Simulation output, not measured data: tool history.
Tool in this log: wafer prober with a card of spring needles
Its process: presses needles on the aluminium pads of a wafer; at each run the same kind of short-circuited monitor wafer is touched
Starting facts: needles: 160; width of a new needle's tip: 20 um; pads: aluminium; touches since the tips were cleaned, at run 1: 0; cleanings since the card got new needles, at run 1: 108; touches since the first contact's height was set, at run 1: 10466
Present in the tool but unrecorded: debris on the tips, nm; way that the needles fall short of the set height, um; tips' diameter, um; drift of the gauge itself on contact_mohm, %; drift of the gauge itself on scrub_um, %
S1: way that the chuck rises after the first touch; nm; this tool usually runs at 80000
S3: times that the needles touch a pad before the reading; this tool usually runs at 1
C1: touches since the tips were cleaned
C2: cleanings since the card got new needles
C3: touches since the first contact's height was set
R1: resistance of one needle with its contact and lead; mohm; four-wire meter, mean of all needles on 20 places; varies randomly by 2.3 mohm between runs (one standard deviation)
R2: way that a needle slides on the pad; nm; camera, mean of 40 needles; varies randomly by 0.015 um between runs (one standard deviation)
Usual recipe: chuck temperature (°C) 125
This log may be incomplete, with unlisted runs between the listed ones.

{"run": 1, "day": 0.0, "S1": 80000, "chuck temperature (°C)": 125, "S3": 1, "C1": 0, "C2": 108, "C3": 10466, "R1": 274, "R2": 15100}
{"day": 0.629, "done": "tips cleaned on abrasive film"}
{"day": 1.412, "done": "tips cleaned on abrasive film"}
{"day": 2.192, "done": "tips cleaned on abrasive film"}
{"day": 2.817, "done": "tips cleaned on abrasive film"}
{"run": 2, "day": 2.917, "S1": 80000, "chuck temperature (°C)": 125, "S3": 1, "C1": 1288, "C2": 112, "C3": 47952, "R1": 325, "R2": 15030}
{"day": 3.538, "done": "tips cleaned on abrasive film"}
{"day": 4.321, "done": "tips cleaned on abrasive film"}
{"day": 4.646, "done": "height of the first contact set anew"}
{"day": 5.117, "done": "tips cleaned on abrasive film"}
{"day": 5.771, "done": "tips cleaned on abrasive film"}
{"run": 3, "day": 5.771, "S1": 80000, "chuck temperature (°C)": 125, "S3": 1, "C1": 0, "C2": 116, "C3": 14445, "R1": 281, "R2": 15070}
{"day": 6.4, "done": "tips cleaned on abrasive film"}
{"day": 7.183, "done": "tips cleaned on abrasive film"}
{"run": 4, "day": 7.65, "S1": 80000, "chuck temperature (°C)": 125, "S3": 1, "C1": 6064, "C2": 118, "C3": 38635, "R1": 433, "R2": 15040}
{"day": 7.812, "done": "tips cleaned on abrasive film"}
{"day": 8.583, "done": "tips cleaned on abrasive film"}
{"day": 9.238, "done": "tips cleaned on abrasive film"}
{"run": 5, "day": 9.238, "S1": 80000, "chuck temperature (°C)": 125, "S3": 1, "C1": 0, "C2": 121, "C3": 58979, "R1": 277, "R2": 15010}
{"day": 9.867, "done": "tips cleaned on abrasive film"}
{"day": 10.029, "done": "height of the first contact set anew"}
{"day": 10.642, "done": "tips cleaned on abrasive film"}
{"day": 11.425, "done": "tips cleaned on abrasive film"}
{"run": 6, "day": 11.65, "S1": 80000, "chuck temperature (°C)": 125, "S3": 1, "C1": 2896, "C2": 124, "C3": 20848, "R1": 369, "R2": 15090}
{"day": 12.121, "done": "tips cleaned on abrasive film"}
{"day": 12.904, "done": "tips cleaned on abrasive film"}
{"run": 7, "day": 13.379, "S1": 80000, "chuck temperature (°C)": 125, "S3": 2, "C1": 6124, "C2": 126, "C3": 43081, "R1": 362, "R2": 15020}
{"day": 13.538, "done": "tips cleaned on abrasive film"}
{"day": 14.321, "done": "tips cleaned on abrasive film"}
{"day": 15.092, "done": "tips cleaned on abrasive film"}
{"day": 15.417, "done": "height of the first contact set anew"}
{"run": 8, "day": 15.525, "S1": 80000, "chuck temperature (°C)": 125, "S3": 1, "C1": 5406, "C2": 129, "C3": 1379, "R1": 416, "R2": 15110}
{"day": 15.829, "done": "tips cleaned on abrasive film"}
{"day": 16.612, "done": "tips cleaned on abrasive film"}
{"day": 17.396, "done": "tips cleaned on abrasive film"}
{"run": 9, "day": 17.588, "S1": 80000, "chuck temperature (°C)": 125, "S3": 1, "C1": 2476, "C2": 132, "C3": 27891, "R1": 363, "R2": 15080}
{"day": 18.058, "done": "tips cleaned on abrasive film"}
{"day": 18.842, "done": "tips cleaned on abrasive film"}
{"day": 19.625, "done": "tips cleaned on abrasive film"}
{"run": 10, "day": 20.042, "S1": 80000, "chuck temperature (°C)": 125, "S3": 1, "C1": 5391, "C2": 135, "C3": 59442, "R1": 432, "R2": 15020}
{"day": 20.358, "done": "tips cleaned on abrasive film"}
{"day": 20.838, "done": "height of the first contact set anew"}
{"day": 21.154, "done": "tips cleaned on abrasive film"}
{"day": 21.817, "done": "tips cleaned on abrasive film"}
{"run": 11, "day": 21.817, "S1": 80000, "chuck temperature (°C)": 125, "S3": 1, "C1": 0, "C2": 138, "C3": 12559, "R1": 274, "R2": 15070}
{"day": 22.6, "done": "tips cleaned on abrasive film"}
{"day": 23.383, "done": "tips cleaned on abrasive film"}
{"run": 12, "day": 23.962, "S1": 68000, "chuck temperature (°C)": 125, "S3": 1, "C1": 7456, "C2": 140, "C3": 40131, "R1": 524, "R2": 12760}
{"day": 24.121, "done": "tips cleaned on abrasive film"}
{"day": 24.904, "done": "tips cleaned on abrasive film"}
{"run": 13, "day": 25.438, "S1": 73000, "chuck temperature (°C)": 125, "S3": 1, "C1": 6889, "C2": 142, "C3": 59102, "R1": 499, "R2": 13670}
{"day": 25.596, "done": "tips cleaned on abrasive film"}
{"day": 26.233, "done": "height of the first contact set anew"}
{"day": 26.392, "done": "tips cleaned on abrasive film"}
{"day": 27.1, "done": "tips cleaned on abrasive film"}
{"run": 14, "day": 27.1, "S1": 80000, "chuck temperature (°C)": 68, "S3": 1, "C1": 0, "C2": 145, "C3": 11092, "R1": 274, "R2": 15070}
{"day": 27.729, "done": "tips cleaned on abrasive film"}
{"day": 28.5, "done": "tips cleaned on abrasive film"}
{"day": 29.279, "done": "tips cleaned on abrasive film"}
{"day": 30.062, "done": "tips cleaned on abrasive film"}
{"run": 15, "day": 30.158, "S1": 80000, "chuck temperature (°C)": 125, "S3": 1, "C1": 1225, "C2": 149, "C3": 50377, "R1": 338, "R2": 14990}
{"day": 30.783, "done": "tips cleaned on abrasive film"}
{"day": 31.567, "done": "tips cleaned on abrasive film"}
{"day": 31.738, "done": "height of the first contact set anew"}
{"day": 32.362, "done": "tips cleaned on abrasive film"}
{"run": 16, "day": 32.983, "S1": 96000, "chuck temperature (°C)": 45, "S3": 2, "C1": 7969, "C2": 152, "C3": 16025, "R1": 324, "R2": 18120}
{"day": 33.142, "done": "tips cleaned on abrasive film"}
{"day": 33.921, "done": "tips cleaned on abrasive film"}
{"day": 34.55, "done": "tips cleaned on abrasive film"}
{"day": 35.333, "done": "tips cleaned on abrasive film"}
{"run": 17, "day": 35.408, "S1": 62000, "chuck temperature (°C)": 28, "S3": 1, "C1": 986, "C2": 156, "C3": 47166, "R1": 351, "R2": 11640}
{"day": 36.038, "done": "tips cleaned on abrasive film"}
{"day": 36.821, "done": "tips cleaned on abrasive film"}
{"day": 37.142, "done": "height of the first contact set anew"}
{"run": 18, "day": 37.325, "S1": 68000, "chuck temperature (°C)": 125, "S3": 1, "C1": 6349, "C2": 158, "C3": 2321, "R1": 520, "R2": 12850}
{"day": 37.483, "done": "tips cleaned on abrasive film"}
{"day": 38.262, "done": "tips cleaned on abrasive film"}
{"day": 38.888, "done": "tips cleaned on abrasive film"}
{"day": 39.671, "done": "tips cleaned on abrasive film"}
{"run": 19, "day": 40.283, "S1": 80000, "chuck temperature (°C)": 125, "S3": 1, "C1": 7916, "C2": 162, "C3": 40370, "R1": 461, "R2": 15030}
{"day": 40.446, "done": "tips cleaned on abrasive film"}
{"day": 41.071, "done": "tips cleaned on abrasive film"}
{"day": 41.746, "done": "tips cleaned on abrasive film"}
{"run": 20, "day": 41.746, "S1": 80000, "chuck temperature (°C)": 125, "S3": 1, "C1": 0, "C2": 165, "C3": 59063, "R1": 278, "R2": 15000}
{"day": 42.525, "done": "tips cleaned on abrasive film"}
{"day": 42.538, "done": "height of the first contact set anew"}
{"day": 43.308, "done": "tips cleaned on abrasive film"}
{"day": 44.092, "done": "tips cleaned on abrasive film"}
{"run": 21, "day": 44.633, "S1": 83000, "chuck temperature (°C)": 88, "S3": 1, "C1": 6981, "C2": 168, "C3": 26933, "R1": 447, "R2": 15640}
{"day": 44.792, "done": "tips cleaned on abrasive film"}
{"day": 45.575, "done": "tips cleaned on abrasive film"}
{"day": 46.358, "done": "tips cleaned on abrasive film"}
{"run": 22, "day": 46.8, "S1": 90000, "chuck temperature (°C)": 60, "S3": 2, "C1": 5702, "C2": 171, "C3": 54786, "R1": 345, "R2": 16910}
{"day": 47.112, "done": "tips cleaned on abrasive film"}
{"day": 47.896, "done": "tips cleaned on abrasive film"}
{"day": 47.908, "done": "height of the first contact set anew"}
{"day": 48.533, "done": "tips cleaned on abrasive film"}
{"day": 49.317, "done": "tips cleaned on abrasive film"}
{"run": 23, "day": 49.812, "S1": 90000, "chuck temperature (°C)": 60, "S3": 2, "C1": 6386, "C2": 175, "C3": 24510, "R1": 346, "R2": 16990}
{"day": 49.971, "done": "tips cleaned on abrasive film"}
{"day": 50.754, "done": "tips cleaned on abrasive film"}
{"day": 51.521, "done": "tips cleaned on abrasive film"}
{"run": 24, "day": 52.138, "S1": 80000, "chuck temperature (°C)": 125, "S3": 1, "C1": 8012, "C2": 178, "C3": 54402, "R1": 479, "R2": 15020}
{"day": 52.296, "done": "tips cleaned on abrasive film"}
{"day": 53.071, "done": "tips cleaned on abrasive film"}
{"day": 53.392, "done": "height of the first contact set anew"}
{"day": 53.867, "done": "tips cleaned on abrasive film"}
{"day": 54.65, "done": "tips cleaned on abrasive film"}
{"run": 25, "day": 54.942, "S1": 80000, "chuck temperature (°C)": 125, "S3": 1, "C1": 3796, "C2": 182, "C3": 19906, "R1": 410, "R2": 15080}
{"day": 55.412, "done": "tips cleaned on abrasive film"}
{"day": 56.196, "done": "tips cleaned on abrasive film"}
{"day": 56.842, "done": "tips cleaned on abrasive film"}
{"run": 26, "day": 56.842, "S1": 80000, "chuck temperature (°C)": 26, "S3": 1, "C1": 0, "C2": 185, "C3": 44286, "R1": 250, "R2": 14990}
{"day": 57.471, "done": "tips cleaned on abrasive film"}
{"day": 58.25, "done": "tips cleaned on abrasive film"}
{"day": 58.879, "done": "tips cleaned on abrasive film"}
{"day": 58.892, "done": "height of the first contact set anew"}
{"run": 27, "day": 58.896, "S1": 81000, "chuck temperature (°C)": 72, "S3": 1, "C1": 51, "C2": 188, "C3": 51, "R1": 274, "R2": 15290}

4 ways to go on from here, each from the tool as it stands after run 27. What would each give?
{"day": 59.525, "done": "tips cleaned on abrasive film"}
{"day": 60.154, "done": "tips cleaned on abrasive film"}
{"run": "A", "day": 60.767, "S1": 92000, "chuck temperature (°C)": 72, "S3": 3, "C1": 7944, "C2": 190, "C3": 24132, "R1": "?", "R2": "?"}
{"day": 59.525, "done": "tips cleaned on abrasive film"}
{"day": 60.154, "done": "tips cleaned on abrasive film"}
{"run": "B", "day": 60.767, "S1": 66000, "chuck temperature (°C)": 72, "S3": 1, "C1": 7944, "C2": 190, "C3": 24132, "R1": "?", "R2": "?"}
{"day": 59.525, "done": "tips cleaned on abrasive film"}
{"day": 60.154, "done": "tips cleaned on abrasive film"}
{"run": "C", "day": 60.767, "S1": 66000, "chuck temperature (°C)": 26, "S3": 1, "C1": 7944, "C2": 190, "C3": 24132, "R1": "?", "R2": "?"}
{"day": 59.525, "done": "tips cleaned on abrasive film"}
{"day": 60.154, "done": "tips cleaned on abrasive film"}
{"run": "D", "day": 60.767, "S1": 84000, "chuck temperature (°C)": 60, "S3": 2, "C1": 7944, "C2": 190, "C3": 24132, "R1": "?", "R2": "?"}

run=A R1=314 R2=17350
run=B R1=608 R2=12440
run=C R1=620 R2=12430
run=D R1=379 R2=15830
With the hidden condition removed and each run's random variation left untouched, the same runs would have given:
run=A R1=237 R2=17390
run=B R1=249 R2=12480
run=C R1=235 R2=12470
run=D R1=236 R2=15870

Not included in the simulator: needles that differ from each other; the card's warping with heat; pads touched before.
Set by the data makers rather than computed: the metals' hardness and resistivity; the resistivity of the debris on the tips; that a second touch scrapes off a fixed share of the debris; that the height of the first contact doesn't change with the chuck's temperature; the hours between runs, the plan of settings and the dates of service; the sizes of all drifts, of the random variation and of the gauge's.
